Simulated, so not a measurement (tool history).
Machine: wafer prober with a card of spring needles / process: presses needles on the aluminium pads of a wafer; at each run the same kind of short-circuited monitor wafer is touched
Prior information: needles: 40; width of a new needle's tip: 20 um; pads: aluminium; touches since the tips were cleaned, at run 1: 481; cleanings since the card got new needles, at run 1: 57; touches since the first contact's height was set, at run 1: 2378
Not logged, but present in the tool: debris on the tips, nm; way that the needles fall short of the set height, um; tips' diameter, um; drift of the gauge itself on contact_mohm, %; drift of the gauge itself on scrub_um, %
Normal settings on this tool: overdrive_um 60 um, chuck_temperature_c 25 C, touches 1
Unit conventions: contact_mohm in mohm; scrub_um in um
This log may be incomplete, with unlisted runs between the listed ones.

| run | hour | overdrive_um | chuck_temperature_c | touches | touches since the tips were cleaned | cleanings since the card got new needles | touches since the first contact's height was set | contact_mohm | scrub_um |
|---|---|---|---|---|---|---|---|---|---|
| 1 | 0.0 | 60 | 25 | 1 | 481 | 57 | 2378 | 270 | 15.53 |
|  | 9.9 | tips cleaned on abrasive film |
| 2 | 18.4 | 60 | 25 | 1 | 3242 | 58 | 9307 | 382 | 15.51 |
|  | 21.0 | tips cleaned on abrasive film |
|  | 33.4 | tips cleaned on abrasive film |
|  | 44.8 | tips cleaned on abrasive film |
| 3 | 54.2 | 60 | 25 | 1 | 3522 | 61 | 22683 | 317 | 15.45 |
|  | 56.8 | tips cleaned on abrasive film |
|  | 67.7 | tips cleaned on abrasive film |
| 4 | 72.6 | 60 | 25 | 1 | 1858 | 63 | 29580 | 294 | 15.40 |
|  | 78.7 | tips cleaned on abrasive film |
|  | 89.9 | tips cleaned on abrasive film |
| 5 | 89.9 | 60 | 25 | 1 | 0 | 65 | 36028 | 260 | 15.37 |
|  | 100.7 | tips cleaned on abrasive film |
|  | 112.4 | tips cleaned on abrasive film |
|  | 119.8 | tips cleaned on abrasive film, once more |
| 6 | 126.6 | 60 | 25 | 3 | 2579 | 68 | 49784 | 273 | 15.31 |
|  | 130.9 | tips cleaned on abrasive film |
|  | 141.6 | tips cleaned on abrasive film |
| 7 | 147.7 | 76 | 31 | 1 | 2310 | 70 | 57664 | 284 | 19.43 |
|  | 152.4 | tips cleaned on abrasive film |
|  | 163.0 | tips cleaned on abrasive film |
|  | 173.3 | tips cleaned on abrasive film |
| 8 | 180.2 | 76 | 31 | 1 | 2595 | 73 | 69825 | 289 | 19.33 |
|  | 184.5 | tips cleaned on abrasive film |
|  | 194.7 | tips cleaned on abrasive film |
|  | 205.8 | tips cleaned on abrasive film |
| 9 | 213.1 | 76 | 31 | 1 | 2788 | 76 | 82159 | 293 | 19.27 |
|  | 217.7 | tips cleaned on abrasive film |
|  | 218.0 | height of the first contact set anew |
|  | 229.2 | tips cleaned on abrasive film |
|  | 241.5 | tips cleaned on abrasive film |
| 10 | 241.6 | 63 | 54 | 1 | 37 | 79 | 8822 | 267 | 16.29 |

Across each entry between runs, compare the hidden state at the last listed run before it with the hidden state at the first listed run after it:
Logged between run 1 and run 2: tips cleaned on abrasive film (hour 9.9)
  debris on the tips, nm: 11.3 -> 82.6; way that the needles fall short of the set height, um: 0.1 -> 0.13; tips' diameter, um: 21.62 -> 22.16
  measured value less the no-hidden-state value, contact_mohm: +18 -> +128 mohm; scrub_um: -0.02 -> -0.03 um
Logged between run 2 and run 3: tips cleaned on abrasive film (hour 21.0); tips cleaned on abrasive film (hour 33.4); tips cleaned on abrasive film (hour 44.8)
  debris on the tips, nm: 82.6 -> 41.1; way that the needles fall short of the set height, um: 0.13 -> 0.37; tips' diameter, um: 22.16 -> 22.24
  measured value less the no-hidden-state value, contact_mohm: +128 -> +65 mohm; scrub_um: -0.03 -> -0.10 um
Logged between run 3 and run 4: tips cleaned on abrasive film (hour 56.8); tips cleaned on abrasive film (hour 67.7)
  debris on the tips, nm: 41.1 -> 26.9; way that the needles fall short of the set height, um: 0.37 -> 0.54; tips' diameter, um: 22.24 -> 22.3
  measured value less the no-hidden-state value, contact_mohm: +65 -> +44 mohm; scrub_um: -0.10 -> -0.14 um
Logged between run 4 and run 5: tips cleaned on abrasive film (hour 78.7); tips cleaned on abrasive film (hour 89.9)
  debris on the tips, nm: 26.9 -> 5.5; way that the needles fall short of the set height, um: 0.54 -> 0.68; tips' diameter, um: 22.3 -> 22.35
  measured value less the no-hidden-state value, contact_mohm: +44 -> +11 mohm; scrub_um: -0.14 -> -0.18 um
Logged between run 5 and run 6: tips cleaned on abrasive film (hour 100.7); tips cleaned on abrasive film (hour 112.4); tips cleaned on abrasive film, once more (hour 119.8)
  debris on the tips, nm: 5.5 -> 32.3; way that the needles fall short of the set height, um: 0.68 -> 0.94; tips' diameter, um: 22.35 -> 22.44
  measured value less the no-hidden-state value, contact_mohm: +11 -> +21 mohm; scrub_um: -0.18 -> -0.25 um
Logged between run 6 and run 7: tips cleaned on abrasive film (hour 130.9); tips cleaned on abrasive film (hour 141.6)
  debris on the tips, nm: 32.3 -> 27.5; way that the needles fall short of the set height, um: 0.94 -> 1.1; tips' diameter, um: 22.44 -> 22.5
  measured value less the no-hidden-state value, contact_mohm: +21 -> +30 mohm; scrub_um: -0.25 -> -0.28 um
Logged between run 7 and run 8: tips cleaned on abrasive film (hour 152.4); tips cleaned on abrasive film (hour 163.0); tips cleaned on abrasive film (hour 173.3)
  debris on the tips, nm: 27.5 -> 34.9; way that the needles fall short of the set height, um: 1.1 -> 1.34; tips' diameter, um: 22.5 -> 22.58
  measured value less the no-hidden-state value, contact_mohm: +30 -> +38 mohm; scrub_um: -0.28 -> -0.35 um
Logged between run 8 and run 9: tips cleaned on abrasive film (hour 184.5); tips cleaned on abrasive film (hour 194.7); tips cleaned on abrasive film (hour 205.8)
  way that the needles fall short of the set height, um: 1.34 -> 1.61; tips' diameter, um: 22.58 -> 22.68
  measured value less the no-hidden-state value, contact_mohm: +38 -> +40 mohm; scrub_um: -0.35 -> -0.42 um
Logged between run 9 and run 10: tips cleaned on abrasive film (hour 217.7); height of the first contact set anew (hour 218.0); tips cleaned on abrasive film (hour 229.2); tips cleaned on abrasive film (hour 241.5)
  debris on the tips, nm: 34.9 -> 5.4; way that the needles fall short of the set height, um: 1.61 -> 0.15; tips' diameter, um: 22.68 -> 22.75
  measured value less the no-hidden-state value, contact_mohm: +40 -> +10 mohm; scrub_um: -0.42 -> -0.04 um
